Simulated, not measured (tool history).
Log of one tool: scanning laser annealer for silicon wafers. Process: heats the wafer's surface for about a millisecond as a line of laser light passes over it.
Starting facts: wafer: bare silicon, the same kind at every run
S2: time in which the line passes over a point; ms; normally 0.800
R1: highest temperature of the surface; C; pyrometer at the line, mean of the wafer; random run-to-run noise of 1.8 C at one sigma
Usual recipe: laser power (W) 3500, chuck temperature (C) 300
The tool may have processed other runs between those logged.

run 1 hour=0.0 | laser_power_(W)=3500 S2=0.800 chuck_temperature_(C)=300 | R1=994
run 2 hour=9.6 | laser_power_(W)=3500 S2=0.873 chuck_temperature_(C)=300 | R1=1031
run 3 hour=18.8 | laser_power_(W)=3500 S2=0.800 chuck_temperature_(C)=300 | R1=999
run 4 hour=27.2 | laser_power_(W)=3500 S2=0.800 chuck_temperature_(C)=300 | R1=995
run 5 hour=36.2 | laser_power_(W)=3500 S2=0.800 chuck_temperature_(C)=296 | R1=989
run 6 hour=52.2 | laser_power_(W)=3752 S2=0.800 chuck_temperature_(C)=296 | R1=1049
-- hour=69.8 window over the wafer cleaned
run 7 hour=70.9 | laser_power_(W)=3500 S2=0.800 chuck_temperature_(C)=306 | R1=1034
run 8 hour=83.4 | laser_power_(W)=3500 S2=0.800 chuck_temperature_(C)=306 | R1=1033
run 9 hour=93.1 | laser_power_(W)=3500 S2=0.800 chuck_temperature_(C)=306 | R1=1033
run 10 hour=102.3 | laser_power_(W)=3500 S2=0.800 chuck_temperature_(C)=306 | R1=1033
run 11 hour=113.2 | laser_power_(W)=3500 S2=0.800 chuck_temperature_(C)=306 | R1=1031
run 12 hour=131.8 | laser_power_(W)=3500 S2=0.696 chuck_temperature_(C)=300 | R1=971
run 13 hour=150.7 | laser_power_(W)=3500 S2=0.800 chuck_temperature_(C)=300 | R1=1024
run 14 hour=167.0 | laser_power_(W)=3500 S2=0.800 chuck_temperature_(C)=300 | R1=1023
run 15 hour=183.1 | laser_power_(W)=3500 S2=0.800 chuck_temperature_(C)=300 | R1=1018
run 16 hour=192.9 | laser_power_(W)=3528 S2=0.800 chuck_temperature_(C)=300 | R1=1022
run 17 hour=206.3 | laser_power_(W)=3528 S2=0.800 chuck_temperature_(C)=300 | R1=1021
run 18 hour=216.6 | laser_power_(W)=3500 S2=0.999 chuck_temperature_(C)=300 | R1=1106
run 19 hour=227.0 | laser_power_(W)=3518 S2=0.800 chuck_temperature_(C)=300 | R1=1020
run 20 hour=235.6 | laser_power_(W)=3500 S2=0.800 chuck_temperature_(C)=300 | R1=1017
run 21 hour=255.2 | laser_power_(W)=3500 S2=0.800 chuck_temperature_(C)=300 | R1=1014
run 22 hour=270.5 | laser_power_(W)=3847 S2=0.893 chuck_temperature_(C)=311 | R1=1158
run 23 hour=286.1 | laser_power_(W)=3847 S2=0.825 chuck_temperature_(C)=271 | R1=1078
run 24 hour=303.8 | laser_power_(W)=3847 S2=0.825 chuck_temperature_(C)=271 | R1=1076
run 25 hour=319.8 | laser_power_(W)=3838 S2=0.825 chuck_temperature_(C)=271 | R1=1068
run 26 hour=327.9 | laser_power_(W)=3838 S2=0.825 chuck_temperature_(C)=271 | R1=1074
run 27 hour=339.0 | laser_power_(W)=3838 S2=0.825 chuck_temperature_(C)=271 | R1=1073
run 28 hour=356.4 | laser_power_(W)=3500 S2=0.800 chuck_temperature_(C)=297 | R1=1000
run 29 hour=372.3 | laser_power_(W)=3500 S2=0.800 chuck_temperature_(C)=297 | R1=999
run 30 hour=391.6 | laser_power_(W)=3500 S2=0.800 chuck_temperature_(C)=297 | R1=998
run 31 hour=405.7 | laser_power_(W)=3570 S2=0.800 chuck_temperature_(C)=300 | R1=1015
run 32 hour=420.5 | laser_power_(W)=3570 S2=0.800 chuck_temperature_(C)=300 | R1=1016
run 33 hour=428.9 | laser_power_(W)=3820 S2=0.739 chuck_temperature_(C)=268 | R1=1007
run 34 hour=442.9 | laser_power_(W)=3820 S2=0.739 chuck_temperature_(C)=268 | R1=1007
run 35 hour=462.9 | laser_power_(W)=3082 S2=0.826 chuck_temperature_(C)=312 | R1=917
run 36 hour=482.7 | laser_power_(W)=3082 S2=0.826 chuck_temperature_(C)=312 | R1=919
run 37 hour=501.4 | laser_power_(W)=3796 S2=0.597 chuck_temperature_(C)=307 | R1=957
run 38 hour=520.6 | laser_power_(W)=3840 S2=0.800 chuck_temperature_(C)=300 | R1=1068
-- hour=528.4 window over the wafer cleaned
run 39 hour=537.8 | laser_power_(W)=3601 S2=0.629 chuck_temperature_(C)=300 | R1=960
run 40 hour=548.1 | laser_power_(W)=3601 S2=0.629 chuck_temperature_(C)=300 | R1=958

Each row is a separate what-if for the run after 40, all from the same tool condition, not one after another. Results?
run A hour=567.7 | laser_power_(W)=3601 S2=0.629 chuck_temperature_(C)=324 | R1=?
run B hour=567.7 | laser_power_(W)=3579 S2=0.800 chuck_temperature_(C)=261 | R1=?
run C hour=567.7 | laser_power_(W)=3156 S2=0.629 chuck_temperature_(C)=311 | R1=?

run=A R1=983
run=B R1=1002
run=C R1=874
With no hidden state in the tool, these same runs would have given:
run=A R1=995
run=B R1=1015
run=C R1=885

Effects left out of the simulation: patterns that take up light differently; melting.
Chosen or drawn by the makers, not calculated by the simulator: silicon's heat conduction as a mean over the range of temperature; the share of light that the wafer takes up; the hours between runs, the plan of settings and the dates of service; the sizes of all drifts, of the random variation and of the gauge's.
